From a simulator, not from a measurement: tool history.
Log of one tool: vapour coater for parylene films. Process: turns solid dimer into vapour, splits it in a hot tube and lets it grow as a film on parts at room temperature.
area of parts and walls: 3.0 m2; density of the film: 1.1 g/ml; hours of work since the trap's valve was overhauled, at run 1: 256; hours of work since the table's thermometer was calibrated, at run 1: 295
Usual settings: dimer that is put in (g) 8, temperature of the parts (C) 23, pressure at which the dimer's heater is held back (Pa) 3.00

run	hour	dimer that is put in (g)	temperature of the parts (C)	pressure at which the dimer's heater is held back (Pa)	hours of work since the trap's valve was overhauled	hours of work since the table's thermometer was calibrated	thickness of the film (µm)
1	0.0	8	23	3.00	256	295	1.28
2	19.4	8	23	3.00	266	304	1.33
3	31.5	8	23	3.00	272	311	1.31
# hour 36.7: trap's valve overhauled
4	47.5	8	23	3.00	5	317	1.48
5	63.4	8	23	3.00	14	325	1.47
6	76.7	8	20	3.00	20	332	1.66
7	95.8	8	23	2.08	30	342	1.57
8	112.9	8	23	4.15	39	350	1.35
9	123.7	8	23	3.00	44	356	1.43
10	141.5	8	23	3.00	54	365	1.44
11	154.1	8	23	3.00	60	371	1.42
12	171.4	8	23	3.00	69	380	1.41
13	187.2	8	23	3.00	77	388	1.45
14	206.0	8	23	6.01	87	398	1.22
15	224.3	8	23	3.00	96	407	1.44
16	234.5	10	23	3.00	101	412	1.79
17	253.5	4	23	3.00	111	422	0.73
18	271.3	8	23	3.00	120	431	1.44
19	286.7	8	23	3.00	128	439	1.41
20	304.7	8	24	3.00	137	448	1.32
21	315.2	8	16	3.00	142	454	1.85
22	329.8	8	16	3.00	150	461	1.84
23	347.7	8	16	3.00	159	470	1.88
24	359.5	8	29	2.21	165	476	1.13
25	375.0	8	20	8.70	173	484	1.25
26	386.1	6	18	11.28	179	490	0.96
27	396.9	6	18	11.28	184	495	0.95
28	407.7	5	22	11.28	190	501	0.67
# hour 410.6: table's thermometer calibrated
29	426.9	5	22	11.28	199	8	0.65
30	440.9	8	24	11.28	206	15	0.97
31	461.8	8	24	11.28	217	26	0.99
# hour 475.1: table's thermometer calibrated, once more
32	482.0	8	24	11.28	227	4	0.98
33	500.4	8	24	11.28	236	13	0.97
34	522.5	8	16	3.24	247	24	1.79
35	532.0	8	16	5.95	252	29	1.57
36	543.0	4	16	5.95	258	35	0.79
37	555.9	4	16	5.95	264	41	0.76
38	568.0	3	16	5.95	271	47	0.58
# hour 575.5: trap's valve overhauled
39	586.9	3	16	5.95	6	55	0.66
40	597.5	6	23	3.00	11	61	1.10
41	616.8	6	23	4.91	21	70	1.02
42	632.1	6	23	4.91	29	78	1.00
43	641.4	6	23	4.91	34	83	0.99

Hidden state at the last listed run before each entry between runs and at the first one after, where it differs:
Between runs 3 and 4: trap's valve overhauled (hour 36.7)
  vapour lost through the trap's worn valve, %: 10.9 -> 0.4
  measured less the result without the state, thickness of the film (µm): -0.17 -> -0.01
Between runs 28 and 29: table's thermometer calibrated (hour 410.6)
  vapour lost through the trap's worn valve, %: 7.8 -> 8.2; true temperature of the parts over the reading, C: 0.11 -> 0.17
  measured less the result without the state, thickness of the film (µm): -0.06 -> -0.07
Between runs 31 and 32: table's thermometer calibrated, once more (hour 475.1)
  vapour lost through the trap's worn valve, %: 8.9 -> 9.3; true temperature of the parts over the reading, C: 0.18 -> -0.14
  measured less the result without the state, thickness of the film (µm): -0.10 -> -0.09
Between runs 38 and 39: trap's valve overhauled (hour 575.5)
  vapour lost through the trap's worn valve, %: 11.1 -> 0.3
  measured less the result without the state, thickness of the film (µm): -0.07 -> +0.00
